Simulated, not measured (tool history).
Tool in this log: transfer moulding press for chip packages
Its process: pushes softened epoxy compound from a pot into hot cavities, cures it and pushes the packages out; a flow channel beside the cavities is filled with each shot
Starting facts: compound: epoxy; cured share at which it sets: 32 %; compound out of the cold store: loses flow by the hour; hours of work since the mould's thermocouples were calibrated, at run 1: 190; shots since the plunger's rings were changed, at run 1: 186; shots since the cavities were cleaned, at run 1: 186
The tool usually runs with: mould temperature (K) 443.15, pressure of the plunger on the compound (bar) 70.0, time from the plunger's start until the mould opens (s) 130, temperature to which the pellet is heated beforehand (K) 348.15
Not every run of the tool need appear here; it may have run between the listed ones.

run	hour	mould temperature (K)	pressure of the plunger on the compound (bar)	time from the plunger's start until the mould opens (s)	temperature to which the pellet is heated beforehand (K)	hours of work since the mould's thermocouples were calibrated	shots since the plunger's rings were changed	shots since the cavities were cleaned	incoming compound's hours out of the cold store	length that the compound runs in the flow channel (mm)	greatest force on the pins that push the packages out (N)
1	0.0	443.15	70.0	130	348.15	190	186	186	40.7	912	467
2	64.2	443.15	70.0	130	348.15	238	883	883	38.0	905	679
# hour 88.5: cavities cleaned with cleaning compound and waxed
3	145.4	443.15	70.0	130	348.15	297	1747	617	23.9	930	595
# hour 195.1: cavities cleaned with cleaning compound and waxed
4	198.5	443.15	70.0	130	348.15	335	2307	37	9.6	968	412
# hour 235.6: plunger's sealing rings changed
# hour 275.3: mould's thermocouples calibrated
5	286.2	443.15	70.0	130	348.15	8	527	940	8.1	1011	638
# hour 309.6: cavities cleaned with cleaning compound and waxed
6	337.5	443.15	70.0	130	348.15	45	1067	302	34.9	899	524
# hour 414.4: cavities cleaned with cleaning compound and waxed
7	419.5	443.15	67.9	130	348.15	104	1941	55	9.7	962	424
8	463.7	443.15	53.1	130	348.15	137	2420	534	26.3	792	563
# hour 492.7: plunger's sealing rings changed
9	501.7	443.15	53.1	130	348.15	163	97	920	17.3	855	666
# hour 527.0: cavities cleaned with cleaning compound and waxed
10	581.8	443.15	53.1	130	348.15	221	950	595	32.2	793	586
# hour 633.5: cavities cleaned with cleaning compound and waxed
11	661.4	443.15	53.1	164	345.15	279	1797	303	33.2	781	475
12	696.8	443.15	71.3	116	348.15	305	2181	687	9.4	980	645
# hour 737.9: cavities cleaned with cleaning compound and waxed
# hour 745.1: plunger's sealing rings changed
13	760.9	447.15	70.0	112	348.15	350	172	222	42.0	878	485
# hour 785.0: mould's thermocouples calibrated, once more
14	830.7	447.15	70.0	112	348.15	34	908	958	16.5	949	661

Run 15 has not been measured yet. What should we expect?
# hour 849.8: cavities cleaned with cleaning compound and waxed
15	910.4	447.15	70.0	112	348.15	92	1756	657	28.0	?	?

{"run 15": {"length that the compound runs in the flow channel (mm)": 902, "greatest force on the pins that push the packages out (N)": 592}}
If the tool had no hidden condition, the same run with the same run-to-run variation would have returned length that the compound runs in the flow channel (mm) 931, greatest force on the pins that push the packages out (N) 378.
